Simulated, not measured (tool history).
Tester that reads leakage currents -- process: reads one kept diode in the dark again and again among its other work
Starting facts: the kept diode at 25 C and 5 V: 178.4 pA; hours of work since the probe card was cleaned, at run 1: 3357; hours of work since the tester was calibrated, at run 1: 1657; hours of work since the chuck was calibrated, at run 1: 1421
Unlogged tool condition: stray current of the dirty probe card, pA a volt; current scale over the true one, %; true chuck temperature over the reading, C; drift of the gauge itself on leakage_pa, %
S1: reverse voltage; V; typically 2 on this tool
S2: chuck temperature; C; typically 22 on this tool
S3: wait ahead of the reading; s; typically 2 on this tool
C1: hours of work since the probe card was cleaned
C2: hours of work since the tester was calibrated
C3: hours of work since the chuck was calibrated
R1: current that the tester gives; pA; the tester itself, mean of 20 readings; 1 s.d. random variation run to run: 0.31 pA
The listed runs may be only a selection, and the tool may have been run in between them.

{"run": 1, "day": 0.0, "S1": 2, "S2": 22, "S3": 2, "C1": 3357, "C2": 1657, "C3": 1421, "R1": 114.51}
{"run": 2, "day": 1.758, "S1": 2, "S2": 22, "S3": 2, "C1": 3378, "C2": 1679, "C3": 1442, "R1": 113.57}
{"run": 3, "day": 3.725, "S1": 2, "S2": 22, "S3": 0.52, "C1": 3402, "C2": 1703, "C3": 1466, "R1": 114.65}
{"day": 4.262, "done": "chuck's temperature calibrated"}
{"run": 4, "day": 6.529, "S1": 2, "S2": 22, "S3": 0.52, "C1": 3436, "C2": 1736, "C3": 28, "R1": 106.51}
{"run": 5, "day": 8.254, "S1": 9.27, "S2": 22, "S3": 2, "C1": 3457, "C2": 1757, "C3": 49, "R1": 189.98}
{"run": 6, "day": 11.792, "S1": 9.27, "S2": 22, "S3": 2, "C1": 3500, "C2": 1801, "C3": 92, "R1": 190.81}
{"run": 7, "day": 14.45, "S1": 2, "S2": 22, "S3": 2.62, "C1": 3533, "C2": 1833, "C3": 125, "R1": 107.27}
{"run": 8, "day": 17.246, "S1": 2, "S2": 22, "S3": 2.62, "C1": 3567, "C2": 1868, "C3": 159, "R1": 107.49}
{"run": 9, "day": 20.979, "S1": 2, "S2": 22, "S3": 2.62, "C1": 3613, "C2": 1913, "C3": 205, "R1": 107.67}
{"run": 10, "day": 24.046, "S1": 2, "S2": 22, "S3": 2.62, "C1": 3651, "C2": 1951, "C3": 243, "R1": 107.67}
{"run": 11, "day": 27.338, "S1": 2, "S2": 22, "S3": 2.62, "C1": 3691, "C2": 1991, "C3": 283, "R1": 107.57}
{"run": 12, "day": 29.917, "S1": 2, "S2": 22, "S3": 2.62, "C1": 3723, "C2": 2023, "C3": 315, "R1": 108.14}
{"run": 13, "day": 32.142, "S1": 2, "S2": 22, "S3": 2.62, "C1": 3750, "C2": 2050, "C3": 342, "R1": 108.3}
{"run": 14, "day": 35.133, "S1": 2, "S2": 22, "S3": 2, "C1": 3787, "C2": 2087, "C3": 379, "R1": 108.53}
{"run": 15, "day": 38.762, "S1": 2, "S2": 22, "S3": 2, "C1": 3831, "C2": 2132, "C3": 423, "R1": 108.7}
{"run": 16, "day": 41.312, "S1": 2, "S2": 22, "S3": 0.88, "C1": 3862, "C2": 2163, "C3": 454, "R1": 108.99}
{"run": 17, "day": 42.988, "S1": 2, "S2": 22, "S3": 0.88, "C1": 3883, "C2": 2183, "C3": 475, "R1": 109.46}
{"run": 18, "day": 46.675, "S1": 2, "S2": 22, "S3": 0.88, "C1": 3928, "C2": 2229, "C3": 520, "R1": 109.15}
{"run": 19, "day": 50.65, "S1": 5.5, "S2": 22, "S3": 2, "C1": 3977, "C2": 2277, "C3": 569, "R1": 160.41}
{"day": 51.992, "done": "probe card cleaned and baked"}
{"run": 20, "day": 54.371, "S1": 5.5, "S2": 22, "S3": 2, "C1": 29, "C2": 2321, "C3": 613, "R1": 164.12}
{"run": 21, "day": 58.188, "S1": 5.5, "S2": 22, "S3": 2, "C1": 76, "C2": 2368, "C3": 660, "R1": 166.02}
{"day": 60.304, "done": "probe card cleaned and baked, once more"}
{"run": 22, "day": 61.988, "S1": 5.5, "S2": 23, "S3": 1.09, "C1": 21, "C2": 2413, "C3": 705, "R1": 162.9}
{"run": 23, "day": 64.867, "S1": 5.5, "S2": 23, "S3": 1.09, "C1": 56, "C2": 2449, "C3": 740, "R1": 163.81}
{"run": 24, "day": 66.517, "S1": 17.86, "S2": 38, "S3": 8.97, "C1": 76, "C2": 2469, "C3": 761, "R1": 753.05}
{"run": 25, "day": 68.188, "S1": 2, "S2": 45, "S3": 2.49, "C1": 97, "C2": 2489, "C3": 781, "R1": 587.69}
{"run": 26, "day": 69.792, "S1": 4.84, "S2": 22, "S3": 0.84, "C1": 116, "C2": 2509, "C3": 801, "R1": 144.9}
{"run": 27, "day": 72.696, "S1": 2, "S2": 36, "S3": 0.97, "C1": 152, "C2": 2545, "C3": 836, "R1": 312.18}
{"run": 28, "day": 76.425, "S1": 2.59, "S2": 53, "S3": 0.65, "C1": 198, "C2": 2590, "C3": 882, "R1": 1097.75}
{"run": 29, "day": 78.625, "S1": 1.39, "S2": 28, "S3": 3.91, "C1": 225, "C2": 2617, "C3": 909, "R1": 152.54}

What if the next run were any one of these 5? Each begins from the tool's condition after run 29:
{"run": "A", "day": 81.462, "S1": 1.64, "S2": 20, "S3": 0.61, "C1": 260, "C2": 2652, "C3": 944, "R1": "?"}
{"run": "B", "day": 81.462, "S1": 2, "S2": 29, "S3": 1.5, "C1": 260, "C2": 2652, "C3": 944, "R1": "?"}
{"run": "C", "day": 81.462, "S1": 1.39, "S2": 28, "S3": 2.96, "C1": 260, "C2": 2652, "C3": 944, "R1": "?"}
{"run": "D", "day": 81.462, "S1": 1.18, "S2": 28, "S3": 3.91, "C1": 260, "C2": 2652, "C3": 944, "R1": "?"}
{"run": "E", "day": 81.462, "S1": 2.56, "S2": 20, "S3": 1.62, "C1": 260, "C2": 2652, "C3": 944, "R1": "?"}

run=A R1=86.65
run=B R1=186.13
run=C R1=152.94
run=D R1=143.89
run=E R1=100.69
Stripped of hidden state, with their random variation kept, the same runs would have yielded:
run=A R1=82.58
run=B R1=178.1
run=C R1=146.32
run=D R1=137.69
run=E R1=95.88
